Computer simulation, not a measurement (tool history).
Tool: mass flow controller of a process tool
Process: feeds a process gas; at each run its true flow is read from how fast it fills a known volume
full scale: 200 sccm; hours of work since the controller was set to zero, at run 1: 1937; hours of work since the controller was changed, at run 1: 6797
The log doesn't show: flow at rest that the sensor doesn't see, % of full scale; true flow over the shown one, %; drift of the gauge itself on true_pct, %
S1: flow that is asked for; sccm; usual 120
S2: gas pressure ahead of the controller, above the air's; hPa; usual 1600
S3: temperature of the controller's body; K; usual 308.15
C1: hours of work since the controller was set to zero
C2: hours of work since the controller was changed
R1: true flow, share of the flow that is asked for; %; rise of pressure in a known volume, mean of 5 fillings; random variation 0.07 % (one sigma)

run 1 hour=0.0 | S1=120 S2=1600 S3=308.15 | C1=1937 C2=6797 | R1=99.04
run 2 hour=496.2 | S1=120 S2=1600 S3=308.15 | C1=2200 C2=7060 | R1=99.08
run 3 hour=812.5 | S1=120 S2=1600 S3=308.15 | C1=2368 C2=7228 | R1=98.98
run 4 hour=1037.3 | S1=120 S2=1600 S3=308.15 | C1=2487 C2=7347 | R1=99.01
run 5 hour=1558.4 | S1=120 S2=1600 S3=308.15 | C1=2764 C2=7624 | R1=99.11
run 6 hour=1850.4 | S1=120 S2=1600 S3=308.15 | C1=2918 C2=7779 | R1=99.02
run 7 hour=2120.6 | S1=120 S2=1600 S3=308.15 | C1=3062 C2=7922 | R1=99.08
run 8 hour=2517.2 | S1=120 S2=1600 S3=308.15 | C1=3272 C2=8132 | R1=99.09
run 9 hour=2879.9 | S1=120 S2=1600 S3=308.15 | C1=3465 C2=8325 | R1=99.04
run 10 hour=3264.2 | S1=120 S2=1600 S3=308.15 | C1=3668 C2=8529 | R1=99.06
run 11 hour=3639.3 | S1=120 S2=1600 S3=308.15 | C1=3867 C2=8727 | R1=98.98
run 12 hour=4072.2 | S1=120 S2=1600 S3=305.15 | C1=4097 C2=8957 | R1=99.07
run 13 hour=4595.3 | S1=120 S2=1600 S3=308.15 | C1=4374 C2=9235 | R1=98.99
run 14 hour=4856.7 | S1=134 S2=1600 S3=308.15 | C1=4513 C2=9373 | R1=99.20
run 15 hour=5144.6 | S1=120 S2=1600 S3=299.15 | C1=4666 C2=9526 | R1=99.52
run 16 hour=5384.0 | S1=24 S2=1590 S3=305.15 | C1=4793 C2=9653 | R1=98.76
-- hour=5515.1 controller's zero set anew
run 17 hour=5865.9 | S1=101 S2=2450 S3=311.15 | C1=186 C2=9908 | R1=98.93
run 18 hour=6360.8 | S1=120 S2=2180 S3=308.15 | C1=449 C2=10171 | R1=99.16
run 19 hour=6797.8 | S1=62 S2=2590 S3=301.15 | C1=680 C2=10402 | R1=99.35
run 20 hour=7086.7 | S1=120 S2=1600 S3=303.15 | C1=834 C2=10556 | R1=99.20
run 21 hour=7502.0 | S1=63 S2=2400 S3=308.15 | C1=1054 C2=10776 | R1=98.93
run 22 hour=7880.1 | S1=177 S2=1610 S3=313.15 | C1=1254 C2=10977 | R1=99.00
run 23 hour=8337.3 | S1=177 S2=1610 S3=313.15 | C1=1497 C2=11219 | R1=99.01
run 24 hour=8598.2 | S1=163 S2=1950 S3=299.15 | C1=1635 C2=11357 | R1=99.63
run 25 hour=9095.6 | S1=105 S2=1600 S3=308.15 | C1=1899 C2=11621 | R1=99.09
run 26 hour=9540.1 | S1=148 S2=1570 S3=308.15 | C1=2135 C2=11857 | R1=99.12
-- hour=9930.3 controller exchanged for a calibrated one
run 27 hour=10018.5 | S1=128 S2=1920 S3=297.15 | C1=47 C2=47 | R1=99.73
run 28 hour=10370.7 | S1=24 S2=1920 S3=307.15 | C1=234 C2=234 | R1=98.71
run 29 hour=10676.0 | S1=120 S2=1600 S3=303.15 | C1=396 C2=396 | R1=99.31

4 ways to go on from here, each from the tool as it stands after run 29. What would each give?
run A hour=10941.0 | S1=28 S2=1600 S3=293.15 | C1=536 C2=536 | R1=?
run B hour=10941.0 | S1=29 S2=1990 S3=297.15 | C1=536 C2=536 | R1=?
run C hour=10941.0 | S1=73 S2=2140 S3=304.15 | C1=536 C2=536 | R1=?
run D hour=10941.0 | S1=120 S2=1600 S3=296.15 | C1=536 C2=536 | R1=?

run=A R1=99.29
run=B R1=99.14
run=C R1=99.07
run=D R1=99.76
Without the tool's hidden state the same runs would have given:
run=A R1=99.29
run=B R1=99.14
run=C R1=99.07
run=D R1=99.76
